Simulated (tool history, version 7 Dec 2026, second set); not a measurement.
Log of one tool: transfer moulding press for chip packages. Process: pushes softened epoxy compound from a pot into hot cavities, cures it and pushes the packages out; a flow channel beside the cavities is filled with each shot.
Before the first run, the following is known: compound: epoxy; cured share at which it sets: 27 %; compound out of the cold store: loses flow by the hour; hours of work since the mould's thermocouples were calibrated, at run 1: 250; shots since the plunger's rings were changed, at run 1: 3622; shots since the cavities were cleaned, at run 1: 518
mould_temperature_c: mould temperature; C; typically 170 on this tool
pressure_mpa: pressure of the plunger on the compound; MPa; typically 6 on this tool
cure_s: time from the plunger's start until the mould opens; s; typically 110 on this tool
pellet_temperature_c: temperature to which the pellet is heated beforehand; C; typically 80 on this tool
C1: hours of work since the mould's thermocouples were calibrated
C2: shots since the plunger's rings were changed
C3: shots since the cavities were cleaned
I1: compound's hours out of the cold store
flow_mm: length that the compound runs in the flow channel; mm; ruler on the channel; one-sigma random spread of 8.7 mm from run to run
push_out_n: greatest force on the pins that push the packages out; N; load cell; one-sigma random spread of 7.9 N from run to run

run 1 hour=0 | mould_temperature_c=170 pressure_mpa=6 cure_s=110 pellet_temperature_c=80 | C1=250 C2=3622 C3=518 | I1=27.7 | flow_mm=902 push_out_n=560
run 2 hour=14.1 | mould_temperature_c=170 pressure_mpa=6 cure_s=110 pellet_temperature_c=80 | C1=260 C2=3791 C3=687 | I1=21.7 | flow_mm=925 push_out_n=573
-- hour=17 cavities cleaned with cleaning compound and waxed
run 3 hour=37 | mould_temperature_c=170 pressure_mpa=6 cure_s=110 pellet_temperature_c=80 | C1=275 C2=4047 C3=239 | I1=39.3 | flow_mm=851 push_out_n=478
run 4 hour=53.4 | mould_temperature_c=170 pressure_mpa=6 cure_s=110 pellet_temperature_c=80 | C1=286 C2=4245 C3=437 | I1=30.7 | flow_mm=867 push_out_n=519
run 5 hour=69.6 | mould_temperature_c=170 pressure_mpa=6 cure_s=110 pellet_temperature_c=78 | C1=297 C2=4439 C3=631 | I1=9.2 | flow_mm=979 push_out_n=602
-- hour=76.9 cavities cleaned with cleaning compound and waxed
run 6 hour=85.8 | mould_temperature_c=170 pressure_mpa=6 cure_s=110 pellet_temperature_c=78 | C1=308 C2=4616 C3=107 | I1=27 | flow_mm=886 push_out_n=395
run 7 hour=97.3 | mould_temperature_c=170 pressure_mpa=6 cure_s=110 pellet_temperature_c=80 | C1=316 C2=4754 C3=245 | I1=18 | flow_mm=947 push_out_n=470
run 8 hour=107.9 | mould_temperature_c=170 pressure_mpa=6 cure_s=110 pellet_temperature_c=80 | C1=323 C2=4881 C3=372 | I1=21.1 | flow_mm=914 push_out_n=513
run 9 hour=118 | mould_temperature_c=170 pressure_mpa=7.12 cure_s=110 pellet_temperature_c=80 | C1=330 C2=5002 C3=493 | I1=40.5 | flow_mm=895 push_out_n=532
-- hour=136.4 cavities cleaned with cleaning compound and waxed
run 10 hour=139 | mould_temperature_c=170 pressure_mpa=7.12 cure_s=110 pellet_temperature_c=80 | C1=344 C2=5236 C3=31 | I1=40.4 | flow_mm=886 push_out_n=339
run 11 hour=159.3 | mould_temperature_c=170 pressure_mpa=7.12 cure_s=110 pellet_temperature_c=80 | C1=358 C2=5479 C3=274 | I1=26.1 | flow_mm=953 push_out_n=476
run 12 hour=180.5 | mould_temperature_c=170 pressure_mpa=7.12 cure_s=110 pellet_temperature_c=80 | C1=372 C2=5734 C3=529 | I1=47.1 | flow_mm=840 push_out_n=556
run 13 hour=190.6 | mould_temperature_c=170 pressure_mpa=7.12 cure_s=110 pellet_temperature_c=80 | C1=379 C2=5856 C3=651 | I1=16.8 | flow_mm=1012 push_out_n=584
-- hour=196.3 cavities cleaned with cleaning compound and waxed
run 14 hour=201.9 | mould_temperature_c=178 pressure_mpa=6 cure_s=110 pellet_temperature_c=80 | C1=386 C2=5974 C3=68 | I1=20.3 | flow_mm=854 push_out_n=364
-- hour=216 plunger's sealing rings changed
run 15 hour=216.9 | mould_temperature_c=178 pressure_mpa=6 cure_s=110 pellet_temperature_c=80 | C1=395 C2=12 C3=218 | I1=14.6 | flow_mm=947 push_out_n=429
run 16 hour=230 | mould_temperature_c=178 pressure_mpa=6 cure_s=110 pellet_temperature_c=80 | C1=404 C2=169 C3=375 | I1=28.4 | flow_mm=879 push_out_n=474
run 17 hour=244.3 | mould_temperature_c=178 pressure_mpa=6 cure_s=110 pellet_temperature_c=80 | C1=414 C2=340 C3=546 | I1=42.3 | flow_mm=819 push_out_n=520
-- hour=259.7 cavities cleaned with cleaning compound and waxed
run 18 hour=266.6 | mould_temperature_c=178 pressure_mpa=5.91 cure_s=110 pellet_temperature_c=76 | C1=429 C2=590 C3=84 | I1=11.1 | flow_mm=952 push_out_n=350
run 19 hour=277.8 | mould_temperature_c=172 pressure_mpa=6 cure_s=128 pellet_temperature_c=84 | C1=436 C2=724 C3=218 | I1=46.8 | flow_mm=817 push_out_n=423
run 20 hour=290.8 | mould_temperature_c=170 pressure_mpa=6 cure_s=137 pellet_temperature_c=77 | C1=445 C2=880 C3=374 | I1=29.5 | flow_mm=898 push_out_n=493
run 21 hour=306.5 | mould_temperature_c=170 pressure_mpa=6.56 cure_s=99 pellet_temperature_c=71 | C1=456 C2=1069 C3=563 | I1=33.7 | flow_mm=915 push_out_n=599
-- hour=320.3 cavities cleaned with cleaning compound and waxed
run 22 hour=328.8 | mould_temperature_c=170 pressure_mpa=6.32 cure_s=121 pellet_temperature_c=71 | C1=471 C2=1319 C3=103 | I1=17.9 | flow_mm=999 push_out_n=382
run 23 hour=349.9 | mould_temperature_c=170 pressure_mpa=5.14 cure_s=121 pellet_temperature_c=71 | C1=485 C2=1571 C3=355 | I1=9.5 | flow_mm=948 push_out_n=464
run 24 hour=369.9 | mould_temperature_c=168 pressure_mpa=5.82 cure_s=103 pellet_temperature_c=80 | C1=499 C2=1812 C3=596 | I1=31.9 | flow_mm=886 push_out_n=607
-- hour=380 cavities cleaned with cleaning compound and waxed
run 25 hour=392.8 | mould_temperature_c=168 pressure_mpa=5.82 cure_s=103 pellet_temperature_c=80 | C1=514 C2=2068 C3=153 | I1=37.5 | flow_mm=859 push_out_n=456
run 26 hour=409.4 | mould_temperature_c=174 pressure_mpa=4.99 cure_s=110 pellet_temperature_c=80 | C1=526 C2=2267 C3=352 | I1=42.8 | flow_mm=739 push_out_n=474
run 27 hour=423.2 | mould_temperature_c=174 pressure_mpa=4.99 cure_s=110 pellet_temperature_c=80 | C1=535 C2=2434 C3=519 | I1=36.2 | flow_mm=761 push_out_n=516
-- hour=439.1 cavities cleaned with cleaning compound and waxed
run 28 hour=442.4 | mould_temperature_c=170 pressure_mpa=6 cure_s=121 pellet_temperature_c=72 | C1=548 C2=2645 C3=39 | I1=40 | flow_mm=847 push_out_n=358
run 29 hour=458.3 | mould_temperature_c=173 pressure_mpa=6 cure_s=141 pellet_temperature_c=80 | C1=559 C2=2836 C3=230 | I1=48 | flow_mm=794 push_out_n=436

Branching from run 29: 3 alternative next runs. What would each branch give?
run A hour=471.6 | mould_temperature_c=167 pressure_mpa=6 cure_s=140 pellet_temperature_c=81 | C1=568 C2=2997 C3=391 | I1=41.6 | flow_mm=? push_out_n=?
run B hour=471.6 | mould_temperature_c=177 pressure_mpa=6 cure_s=141 pellet_temperature_c=80 | C1=568 C2=2997 C3=391 | I1=10.6 | flow_mm=? push_out_n=?
run C hour=471.6 | mould_temperature_c=170 pressure_mpa=6 cure_s=110 pellet_temperature_c=74 | C1=568 C2=2997 C3=391 | I1=11.6 | flow_mm=? push_out_n=?

run=A flow_mm=842 push_out_n=498
run=B flow_mm=956 push_out_n=507
run=C flow_mm=998 push_out_n=532
With no hidden state in the tool, these same runs would have given:
run=A flow_mm=874 push_out_n=320
run=B flow_mm=992 push_out_n=323
run=C flow_mm=1036 push_out_n=347
